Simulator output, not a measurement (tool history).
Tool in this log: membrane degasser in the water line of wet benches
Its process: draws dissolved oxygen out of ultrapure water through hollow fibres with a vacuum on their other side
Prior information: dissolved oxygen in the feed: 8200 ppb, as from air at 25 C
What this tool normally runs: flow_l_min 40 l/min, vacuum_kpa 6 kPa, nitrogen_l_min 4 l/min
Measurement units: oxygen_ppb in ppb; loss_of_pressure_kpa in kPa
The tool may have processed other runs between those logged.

| run | hour | flow_l_min | vacuum_kpa | nitrogen_l_min | oxygen_ppb | loss_of_pressure_kpa |
|---|---|---|---|---|---|---|
| 1 | 0 | 40 | 6 | 4 | 333.2 | 37.73 |
| 2 | 32.7 | 40 | 6 | 4 | 331.1 | 37.39 |
| 3 | 55.9 | 40 | 6 | 4 | 327.8 | 37.09 |
| 4 | 82.6 | 40 | 6 | 4 | 327.7 | 37.35 |
| 5 | 102 | 40 | 6 | 4 | 327.3 | 37.55 |
| 6 | 142.1 | 40 | 6 | 4 | 331.8 | 37.37 |
| 7 | 185.3 | 40 | 6 | 4 | 330.5 | 37.8 |
| 8 | 219.6 | 40 | 6 | 7.41 | 303.4 | 37.5 |
| 9 | 248.2 | 40 | 6 | 3.84 | 332.6 | 37.61 |
| 10 | 266.7 | 40 | 6 | 3.84 | 336.5 | 37.63 |
| 11 | 294 | 36 | 6 | 3.84 | 257.8 | 33.47 |
| 12 | 319.7 | 40 | 6 | 4 | 332.9 | 37.64 |
|  | 324.4 | vacuum gauge calibrated |
| 13 | 347 | 35 | 6 | 4 | 237 | 33 |
| 14 | 392.4 | 40 | 3.9 | 4 | 282.3 | 37.81 |
| 15 | 417.1 | 40 | 5.85 | 4 | 333.3 | 37.25 |
| 16 | 452.2 | 40 | 5.85 | 4 | 322.6 | 37.69 |
| 17 | 495.1 | 45 | 11.63 | 2.84 | 642.6 | 42.07 |
| 18 | 540.4 | 45 | 11.63 | 2.84 | 649.9 | 42.24 |
| 19 | 575.7 | 29 | 11.63 | 6.54 | 178.4 | 27 |
| 20 | 622 | 30 | 10.12 | 4 | 226.4 | 28.1 |
| 21 | 647.9 | 30 | 9.06 | 1.73 | 327.7 | 28.07 |
| 22 | 686.8 | 39 | 9.06 | 1.84 | 501 | 36.9 |
| 23 | 710.3 | 40 | 5.27 | 6.61 | 294.1 | 37.55 |
| 24 | 755.4 | 59 | 6.63 | 6.56 | 758.5 | 55.77 |
| 25 | 782.4 | 53 | 7.75 | 4.72 | 658.2 | 49.65 |
| 26 | 808.9 | 53 | 7.75 | 4.72 | 656.9 | 49.98 |
| 27 | 851.3 | 53 | 11.54 | 1.89 | 974.1 | 49.77 |
| 28 | 873.1 | 29 | 6 | 1.65 | 201.7 | 27.41 |
| 29 | 892.5 | 25 | 5.7 | 6.17 | 77.7 | 23.76 |
| 30 | 923.6 | 40 | 5.22 | 4 | 314.6 | 37.69 |
| 31 | 947 | 44 | 8.63 | 3.48 | 492.4 | 41.34 |

3 options for the next run, each taken on its own from the tool as it stands now. Forecast them:
| A | 969.9 | 44 | 7.15 | 2.45 | ? | ? |
| B | 969.9 | 28 | 3.75 | 8.37 | ? | ? |
| C | 969.9 | 40 | 3.74 | 4 | ? | ? |

| run | oxygen_ppb | loss_of_pressure_kpa |
|---|---|---|
| A | 500.1 | 41.72 |
| B | 87.1 | 26.36 |
| C | 276.3 | 37.65 |
With the hidden condition removed and each run's random variation left untouched, the same runs would have given:
| run | oxygen_ppb | loss_of_pressure_kpa |
|---|---|---|
| A | 486.3 | 41.21 |
| B | 82.4 | 26.03 |
| C | 265.1 | 37.18 |
